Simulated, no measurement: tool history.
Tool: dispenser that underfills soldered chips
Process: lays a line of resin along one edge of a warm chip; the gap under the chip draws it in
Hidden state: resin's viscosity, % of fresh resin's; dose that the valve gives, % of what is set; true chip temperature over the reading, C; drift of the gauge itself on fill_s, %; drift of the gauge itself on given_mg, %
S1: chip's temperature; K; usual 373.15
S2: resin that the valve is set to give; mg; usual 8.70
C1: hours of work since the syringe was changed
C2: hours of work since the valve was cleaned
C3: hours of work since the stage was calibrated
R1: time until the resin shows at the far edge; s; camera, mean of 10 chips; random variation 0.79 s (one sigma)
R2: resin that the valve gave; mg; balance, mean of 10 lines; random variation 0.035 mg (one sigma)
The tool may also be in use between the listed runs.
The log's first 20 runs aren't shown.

run	hour	S1	S2	C1	C2	C3	R1	R2
21	139.7	386.15	9.23	4	22	237	49.4	9.10
22	145.4	386.15	9.23	8	25	241	61.8	9.05
# hour 150.7: new syringe of resin
23	153.4	386.15	9.23	2	30	246	42.2	9.02
24	161.1	362.15	7.89	7	35	251	162.1	7.70
# hour 167.9: new syringe of resin
25	168.3	360.15	7.64	0	40	255	122.9	7.37
26	178.5	360.15	7.64	7	47	262	184.2	7.37
27	182.9	360.15	7.64	10	49	265	217.1	7.45
# hour 185.1: new syringe of resin
28	192.3	360.15	7.64	5	55	270	161.9	7.36
29	199.1	360.15	7.64	9	60	275	210.4	7.27
# hour 202.2: new syringe of resin
30	206.9	360.15	7.64	3	65	280	143.6	7.33
31	213.8	359.15	9.71	8	69	284	190.1	9.28
# hour 219.0: new syringe of resin
32	222.5	373.15	9.09	2	74	290	75.0	8.66
33	229.9	381.15	8.62	7	79	295	75.0	8.16
# hour 235.9: new syringe of resin
# hour 238.6: dispensing valve cleaned and set on the balance
34	240.6	381.15	8.62	2	1	301	54.8	8.58
35	250.0	361.15	10.61	8	7	307	179.7	10.57

3 ways to go on from here, each from the tool as it stands after run 35. What would each give?
# hour 254.3: new syringe of resin
A	254.9	364.15	8.55	0	10	310	?	?
# hour 254.3: new syringe of resin
B	254.9	388.15	8.70	0	10	310	?	?
# hour 254.3: new syringe of resin
C	254.9	361.15	8.35	0	10	310	?	?

run	R1	R2
A	97.8	8.42
B	37.0	8.61
C	112.1	8.20
Without the tool's hidden state the same runs would have given:
run	R1	R2
A	106.7	8.51
B	39.7	8.70
C	122.6	8.29
